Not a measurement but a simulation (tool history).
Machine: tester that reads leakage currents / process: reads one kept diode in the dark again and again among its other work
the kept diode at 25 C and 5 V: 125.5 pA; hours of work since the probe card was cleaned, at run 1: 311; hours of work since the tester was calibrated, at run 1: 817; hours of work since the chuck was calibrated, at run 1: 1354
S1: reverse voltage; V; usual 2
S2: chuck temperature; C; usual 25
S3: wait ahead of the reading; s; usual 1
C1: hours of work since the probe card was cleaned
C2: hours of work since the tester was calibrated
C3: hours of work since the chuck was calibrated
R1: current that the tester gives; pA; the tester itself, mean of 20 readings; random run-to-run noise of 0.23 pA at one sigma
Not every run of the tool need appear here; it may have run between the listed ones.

run 1 hour=0 | S1=2 S2=25 S3=1 | C1=311 C2=817 C3=1354 | R1=72.86
run 2 hour=186.2 | S1=2.21 S2=25 S3=1 | C1=437 C2=943 C3=1480 | R1=77.27
run 3 hour=364.5 | S1=2.21 S2=25 S3=1 | C1=559 C2=1064 C3=1602 | R1=76.67
run 4 hour=475.9 | S1=2.21 S2=25 S3=1 | C1=634 C2=1140 C3=1677 | R1=76.65
run 5 hour=692.5 | S1=2 S2=25 S3=6.07 | C1=782 C2=1288 C3=1825 | R1=71.67
run 6 hour=834 | S1=2 S2=24 S3=1 | C1=878 C2=1384 C3=1921 | R1=66.22
run 7 hour=1064.9 | S1=2 S2=24 S3=1 | C1=1035 C2=1541 C3=2078 | R1=66.38
-- hour=1081.9 chuck's temperature calibrated
run 8 hour=1284.3 | S1=2 S2=24 S3=1 | C1=1183 C2=1689 C3=138 | R1=70.31
run 9 hour=1386.8 | S1=2 S2=24 S3=1 | C1=1253 C2=1759 C3=207 | R1=69.51
run 10 hour=1563.5 | S1=2 S2=24 S3=1 | C1=1373 C2=1879 C3=328 | R1=69.74
run 11 hour=1657.2 | S1=2.24 S2=24 S3=1 | C1=1437 C2=1942 C3=391 | R1=73.71
run 12 hour=1784.3 | S1=17.09 S2=25 S3=1 | C1=1523 C2=2029 C3=478 | R1=261.12
-- hour=1984.3 probe card cleaned and baked
run 13 hour=1984.3 | S1=2.14 S2=25 S3=2.37 | C1=0 C2=2163 C3=612 | R1=78.05

Run 14, settings as shown, results not yet in. Your forecast:
-- hour=2005.5 tester calibrated
run 14 hour=2214.4 | S1=2 S2=26 S3=0.86 | C1=155 C2=142 C3=767 | R1=?

Run 14 produced R1 82.09 pA.
On a tool with no hidden condition, and with the same random variation, this run would have come out at R1 80.72 pA.
